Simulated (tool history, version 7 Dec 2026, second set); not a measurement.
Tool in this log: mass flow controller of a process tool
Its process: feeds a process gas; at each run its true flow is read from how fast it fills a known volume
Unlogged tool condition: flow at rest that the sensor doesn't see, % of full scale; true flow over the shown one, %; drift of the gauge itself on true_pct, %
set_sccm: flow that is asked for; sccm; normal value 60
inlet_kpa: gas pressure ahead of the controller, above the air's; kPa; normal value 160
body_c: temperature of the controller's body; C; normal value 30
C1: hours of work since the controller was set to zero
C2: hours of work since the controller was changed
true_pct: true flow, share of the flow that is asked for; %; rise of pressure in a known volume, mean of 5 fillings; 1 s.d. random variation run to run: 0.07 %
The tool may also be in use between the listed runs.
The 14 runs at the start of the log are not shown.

{"run": 15, "day": 81.158, "set_sccm": 12, "inlet_kpa": 153, "body_c": 33, "C1": 2034, "C2": 2034, "true_pct": 91.61}
{"run": 16, "day": 85.083, "set_sccm": 12, "inlet_kpa": 153, "body_c": 33, "C1": 2083, "C2": 2083, "true_pct": 91.59}
{"run": 17, "day": 93.058, "set_sccm": 12, "inlet_kpa": 153, "body_c": 33, "C1": 2183, "C2": 2183, "true_pct": 91.3}
{"run": 18, "day": 99.738, "set_sccm": 62, "inlet_kpa": 233, "body_c": 23, "C1": 2267, "C2": 2267, "true_pct": 97.36}
{"run": 19, "day": 104.662, "set_sccm": 62, "inlet_kpa": 233, "body_c": 23, "C1": 2329, "C2": 2329, "true_pct": 97.44}
{"run": 20, "day": 113.254, "set_sccm": 62, "inlet_kpa": 210, "body_c": 21, "C1": 2437, "C2": 2437, "true_pct": 96.98}
{"run": 21, "day": 121.612, "set_sccm": 11, "inlet_kpa": 160, "body_c": 20, "C1": 2542, "C2": 2542, "true_pct": 88.73}
{"run": 22, "day": 125.088, "set_sccm": 11, "inlet_kpa": 160, "body_c": 20, "C1": 2586, "C2": 2586, "true_pct": 88.64}
{"run": 23, "day": 132.533, "set_sccm": 13, "inlet_kpa": 254, "body_c": 30, "C1": 2679, "C2": 2679, "true_pct": 90.87}
{"run": 24, "day": 136.738, "set_sccm": 28, "inlet_kpa": 228, "body_c": 30, "C1": 2732, "C2": 2732, "true_pct": 94.71}
{"run": 25, "day": 143.258, "set_sccm": 12, "inlet_kpa": 186, "body_c": 22, "C1": 2814, "C2": 2814, "true_pct": 88.99}
{"run": 26, "day": 149.433, "set_sccm": 60, "inlet_kpa": 280, "body_c": 20, "C1": 2892, "C2": 2892, "true_pct": 97.02}
{"run": 27, "day": 157.475, "set_sccm": 60, "inlet_kpa": 142, "body_c": 26, "C1": 2993, "C2": 2993, "true_pct": 96.43}
{"run": 28, "day": 161.875, "set_sccm": 60, "inlet_kpa": 160, "body_c": 34, "C1": 3048, "C2": 3048, "true_pct": 97.05}
{"run": 29, "day": 166.733, "set_sccm": 60, "inlet_kpa": 160, "body_c": 34, "C1": 3109, "C2": 3109, "true_pct": 96.96}
{"run": 30, "day": 173.233, "set_sccm": 22, "inlet_kpa": 190, "body_c": 29, "C1": 3191, "C2": 3191, "true_pct": 92.65}
{"run": 31, "day": 177.292, "set_sccm": 11, "inlet_kpa": 250, "body_c": 24, "C1": 3242, "C2": 3242, "true_pct": 87.52}
{"run": 32, "day": 183.092, "set_sccm": 11, "inlet_kpa": 250, "body_c": 24, "C1": 3315, "C2": 3315, "true_pct": 87.23}

For run 33, what comes out?
{"run": 33, "day": 189.604, "set_sccm": 15, "inlet_kpa": 209, "body_c": 35, "C1": 3397, "C2": 3397, "true_pct": "?"}

true_pct: 90.35 %
On a tool with no hidden condition, and with the same random variation, this run would have come out at true_pct 97.96 %.
